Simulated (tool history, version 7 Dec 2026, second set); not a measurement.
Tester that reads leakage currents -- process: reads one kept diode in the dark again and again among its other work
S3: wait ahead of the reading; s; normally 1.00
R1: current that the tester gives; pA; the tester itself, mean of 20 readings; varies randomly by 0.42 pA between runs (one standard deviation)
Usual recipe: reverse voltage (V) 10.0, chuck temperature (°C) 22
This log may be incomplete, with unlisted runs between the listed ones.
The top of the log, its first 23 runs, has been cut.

Run 24, hour 597.6: usual settings but reverse voltage (V) 1.4, chuck temperature (°C) 24. Result: R1 60.73 pA.
Run 25, hour 621.6: usual settings but reverse voltage (V) 1.4, chuck temperature (°C) 24. Result: R1 61.00 pA.
Run 26, hour 640.5: usual settings but chuck temperature (°C) 29. Result: R1 271.54 pA.
Run 27, hour 677.0: usual settings but reverse voltage (V) 1.2, chuck temperature (°C) 47, S3 6.09 s. Result: R1 443.63 pA.
Run 28, hour 694.2: usual settings but reverse voltage (V) 3.0, S3 3.12 s. Result: R1 73.27 pA.
Run 29, hour 713.6: usual settings but reverse voltage (V) 3.0, S3 0.79 s. Result: R1 74.55 pA.
Run 30, hour 731.7: usual settings but reverse voltage (V) 13.3, chuck temperature (°C) 36, S3 1.07 s. Result: R1 597.73 pA.
Run 31, hour 769.1: usual settings but reverse voltage (V) 13.3, chuck temperature (°C) 24, S3 1.32 s. Result: R1 196.90 pA.
Run 32, hour 805.9: usual settings but reverse voltage (V) 6.5, chuck temperature (°C) 33, S3 6.06 s. Result: R1 311.02 pA.
Run 33, hour 831.6: usual settings but reverse voltage (V) 6.5, chuck temperature (°C) 33, S3 6.06 s. Result: R1 312.03 pA.
At hour 855.6: tester calibrated.
Run 34, hour 870.3: usual settings but reverse voltage (V) 6.5, chuck temperature (°C) 33, S3 6.06 s. Result: R1 310.78 pA.
At hour 877.6: chuck's temperature calibrated.
Run 35, hour 895.4: usual settings but chuck temperature (°C) 57, S3 1.63 s. Result: R1 3011.98 pA.
Run 36, hour 923.7: usual settings but reverse voltage (V) 8.5, chuck temperature (°C) 24. Result: R1 155.94 pA.
Run 37, hour 951.4: usual settings but reverse voltage (V) 1.7, S3 5.37 s. Result: R1 54.83 pA.
Run 38, hour 982.5: usual settings but reverse voltage (V) 6.4, chuck temperature (°C) 38, S3 2.37 s. Result: R1 487.94 pA.
Run 39, hour 998.4: usual settings but reverse voltage (V) 6.4, chuck temperature (°C) 38, S3 2.37 s. Result: R1 486.43 pA.
Run 40, hour 1032.2: usual settings but reverse voltage (V) 6.4, chuck temperature (°C) 29, S3 2.37 s. Result: R1 214.99 pA.
Run 41, hour 1056.3: usual settings but S3 2.43 s. Result: R1 138.27 pA.

Alternative continuations, all from the tool just after run 41; predict every row:
Run A, hour 1086.4: usual settings but reverse voltage (V) 8.2. Result: R1 ?.
Run B, hour 1086.4: usual settings but reverse voltage (V) 13.8, S3 2.43 s. Result: R1 ?.
Run C, hour 1086.4: usual settings but chuck temperature (°C) 38, S3 2.43 s. Result: R1 ?.

run      R1
  A  126.90
  B  163.14
  C  613.28
What these runs would have given with no unlogged condition in the tool:
run      R1
  A  126.81
  B  163.00
  C  613.18

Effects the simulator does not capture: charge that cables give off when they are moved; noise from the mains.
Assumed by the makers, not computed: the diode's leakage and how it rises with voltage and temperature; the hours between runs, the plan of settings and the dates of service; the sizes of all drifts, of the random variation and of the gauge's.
